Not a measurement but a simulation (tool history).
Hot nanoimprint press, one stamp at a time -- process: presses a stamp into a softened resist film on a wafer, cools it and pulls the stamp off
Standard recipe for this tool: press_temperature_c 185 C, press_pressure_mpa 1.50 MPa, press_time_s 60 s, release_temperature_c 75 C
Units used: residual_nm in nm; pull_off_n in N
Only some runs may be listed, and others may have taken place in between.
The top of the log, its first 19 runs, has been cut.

run   hour  press_temperature_c  press_pressure_mpa  press_time_s  release_temperature_c  residual_nm  pull_off_n
 20  279.8                  195                1.13           109                     71         93.5         171
 21  297.5                  195                1.13            62                     71        114.1         172
 22  313.6                  193                2.10            60                     75         88.5         162
 23  333.6                  193                2.10            60                     75         88.5         159
 24  352.8                  193                1.20            66                     75        115.6         160
 25  373.0                  197                1.42            35                     66        117.1         174
 26  384.8                  197                1.42            35                     66        117.3         178
 27  404.5                  197                1.42            35                     66        117.4         178
 28  418.3                  197                1.42            39                     66        112.9         175
     435.0  -- press's hydraulic seals changed and the load cell set to zero
     440.3  -- gauge calibrated
 29  445.4                  197                1.42            39                     66        110.8         177
 30  455.3                  197                0.98            68                     66        111.1         175
 31  464.0                  197                0.98            68                     66        111.1         180

3 ways to go on from here, each from the tool as it stands after run 31. What would each give?
     479.9  -- stamp cleaned and given a new release coat
  A  488.1                  196                1.50           117                     75            ?           ?
     479.9  -- stamp cleaned and given a new release coat
  B  488.1                  186                1.50            84                     79            ?           ?
     479.9  -- stamp cleaned and given a new release coat
  C  488.1                  185                1.50            43                     75            ?           ?

run  residual_nm  pull_off_n
  A         74.2         158
  B        116.7         146
  C        149.5         156
Without the tool's hidden state the same runs would have given:
run  residual_nm  pull_off_n
  A         74.1         158
  B        116.6         146
  C        149.3         156
